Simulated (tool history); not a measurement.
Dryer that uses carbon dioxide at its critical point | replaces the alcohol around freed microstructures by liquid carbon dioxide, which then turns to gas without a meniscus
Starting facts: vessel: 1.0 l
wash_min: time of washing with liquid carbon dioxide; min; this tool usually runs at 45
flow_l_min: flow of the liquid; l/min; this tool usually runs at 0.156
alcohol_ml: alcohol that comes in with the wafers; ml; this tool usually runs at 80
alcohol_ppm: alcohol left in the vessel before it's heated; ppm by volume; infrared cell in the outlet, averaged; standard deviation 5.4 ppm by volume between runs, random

run 1 day=0.000 | wash_min=45 flow_l_min=0.156 alcohol_ml=80 | alcohol_ppm=320
run 2 day=0.792 | wash_min=45 flow_l_min=0.156 alcohol_ml=80 | alcohol_ppm=333
run 3 day=1.371 | wash_min=45 flow_l_min=0.156 alcohol_ml=80 | alcohol_ppm=327
run 4 day=2.325 | wash_min=45 flow_l_min=0.156 alcohol_ml=80 | alcohol_ppm=336
run 5 day=3.408 | wash_min=45 flow_l_min=0.156 alcohol_ml=80 | alcohol_ppm=348
run 6 day=4.271 | wash_min=29 flow_l_min=0.156 alcohol_ml=80 | alcohol_ppm=1982
run 7 day=4.800 | wash_min=45 flow_l_min=0.156 alcohol_ml=80 | alcohol_ppm=371
run 8 day=5.550 | wash_min=29 flow_l_min=0.130 alcohol_ml=60 | alcohol_ppm=2814
run 9 day=6.621 | wash_min=45 flow_l_min=0.174 alcohol_ml=80 | alcohol_ppm=262
run 10 day=7.312 | wash_min=45 flow_l_min=0.161 alcohol_ml=75 | alcohol_ppm=338
run 11 day=8.154 | wash_min=45 flow_l_min=0.161 alcohol_ml=75 | alcohol_ppm=350
run 12 day=8.967 | wash_min=45 flow_l_min=0.161 alcohol_ml=75 | alcohol_ppm=359
run 13 day=9.971 | wash_min=68 flow_l_min=0.233 alcohol_ml=66 | alcohol_ppm=152

Consider 4 possible next runs. They are alternatives, not a sequence: every one starts from the tool as it was left by run 13. What does each give?
run A day=10.604 | wash_min=31 flow_l_min=0.104 alcohol_ml=80 | alcohol_ppm=?
run B day=10.604 | wash_min=41 flow_l_min=0.115 alcohol_ml=47 | alcohol_ppm=?
run C day=10.604 | wash_min=68 flow_l_min=0.097 alcohol_ml=50 | alcohol_ppm=?
run D day=10.604 | wash_min=68 flow_l_min=0.233 alcohol_ml=20 | alcohol_ppm=?

run=A alcohol_ppm=6123
run=B alcohol_ppm=1215
run=C alcohol_ppm=421
run=D alcohol_ppm=156
Without the tool's hidden state the same runs would have given:
run=A alcohol_ppm=4190
run=B alcohol_ppm=633
run=C alcohol_ppm=136
run=D alcohol_ppm=12
